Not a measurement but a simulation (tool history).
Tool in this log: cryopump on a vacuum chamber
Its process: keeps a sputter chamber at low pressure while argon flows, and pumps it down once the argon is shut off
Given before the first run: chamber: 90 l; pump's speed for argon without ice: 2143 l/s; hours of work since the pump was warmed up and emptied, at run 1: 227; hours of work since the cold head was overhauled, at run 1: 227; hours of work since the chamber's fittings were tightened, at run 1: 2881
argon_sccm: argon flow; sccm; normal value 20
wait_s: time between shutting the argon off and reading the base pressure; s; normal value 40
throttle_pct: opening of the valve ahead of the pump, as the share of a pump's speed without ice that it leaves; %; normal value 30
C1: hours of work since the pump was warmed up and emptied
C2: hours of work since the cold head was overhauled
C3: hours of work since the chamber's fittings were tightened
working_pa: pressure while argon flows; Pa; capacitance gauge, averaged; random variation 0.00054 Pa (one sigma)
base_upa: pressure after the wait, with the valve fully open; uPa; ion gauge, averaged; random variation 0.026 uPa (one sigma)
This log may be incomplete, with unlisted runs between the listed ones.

Run 1, hour 0.0: usual settings; C1 227; C2 227; C3 2881. Result: working_pa 0.0559 Pa, base_upa 2.18 uPa.
Run 2, hour 9.9: usual settings; C1 233; C2 233; C3 2888. Result: working_pa 0.0556 Pa, base_upa 2.04 uPa.
Run 3, hour 23.6: usual settings but wait_s 24 s; C1 242; C2 242; C3 2896. Result: working_pa 0.0559 Pa, base_upa 2.80 uPa.
Run 4, hour 32.5: usual settings but wait_s 24 s; C1 247; C2 247; C3 2902. Result: working_pa 0.0565 Pa, base_upa 2.79 uPa.
Run 5, hour 43.0: usual settings; C1 254; C2 254; C3 2909. Result: working_pa 0.0563 Pa, base_upa 2.12 uPa.
Run 6, hour 56.4: usual settings; C1 262; C2 262; C3 2917. Result: working_pa 0.0567 Pa, base_upa 2.11 uPa.
Run 7, hour 70.6: usual settings; C1 272; C2 272; C3 2926. Result: working_pa 0.0556 Pa, base_upa 2.20 uPa.
Run 8, hour 82.9: usual settings but argon_sccm 15 sccm; C1 279; C2 279; C3 2934. Result: working_pa 0.0411 Pa, base_upa 2.18 uPa.
Run 9, hour 91.4: usual settings; C1 285; C2 285; C3 2939. Result: working_pa 0.0562 Pa, base_upa 2.10 uPa.
Run 10, hour 106.0: usual settings; C1 294; C2 294; C3 2949. Result: working_pa 0.0567 Pa, base_upa 2.16 uPa.
Run 11, hour 112.8: usual settings but wait_s 232 s, throttle_pct 25 %; C1 298; C2 298; C3 2953. Result: working_pa 0.0676 Pa, base_upa 1.45 uPa.
Run 12, hour 119.9: usual settings but argon_sccm 13 sccm, throttle_pct 28 %; C1 303; C2 303; C3 2958. Result: working_pa 0.0392 Pa, base_upa 2.23 uPa.
Run 13, hour 131.3: usual settings but argon_sccm 29 sccm, wait_s 73 s, throttle_pct 43 %; C1 310; C2 310; C3 2965. Result: working_pa 0.0604 Pa, base_upa 1.79 uPa.
Run 14, hour 145.2: usual settings but argon_sccm 9 sccm, throttle_pct 53 %; C1 319; C2 319; C3 2974. Result: working_pa 0.0154 Pa, base_upa 2.21 uPa.
Run 15, hour 152.3: usual settings but argon_sccm 9 sccm, throttle_pct 53 %; C1 323; C2 323; C3 2978. Result: working_pa 0.0155 Pa, base_upa 2.18 uPa.
Run 16, hour 161.4: usual settings but argon_sccm 24 sccm, wait_s 154 s, throttle_pct 23 %; C1 329; C2 329; C3 2984. Result: working_pa 0.0880 Pa, base_upa 1.56 uPa.
Run 17, hour 168.4: usual settings but argon_sccm 37 sccm, wait_s 154 s, throttle_pct 23 %; C1 334; C2 334; C3 2988. Result: working_pa 0.1356 Pa, base_upa 1.56 uPa.
Run 18, hour 174.6: usual settings but argon_sccm 11 sccm, wait_s 41 s, throttle_pct 16 %; C1 338; C2 338; C3 2992. Result: working_pa 0.0578 Pa, base_upa 2.21 uPa.

Expected results for the next run?
Run 19, hour 187.6: usual settings but argon_sccm 31 sccm, wait_s 67 s, throttle_pct 16 %; C1 346; C2 346; C3 3001. Result: working_pa ?, base_upa ?.

{"run 19": {"working_pa": 0.161, "base_upa": 1.86}}
On a tool with no hidden condition, and with the same random variation, this run would have come out at working_pa 0.1531 Pa, base_upa 0.71 uPa.

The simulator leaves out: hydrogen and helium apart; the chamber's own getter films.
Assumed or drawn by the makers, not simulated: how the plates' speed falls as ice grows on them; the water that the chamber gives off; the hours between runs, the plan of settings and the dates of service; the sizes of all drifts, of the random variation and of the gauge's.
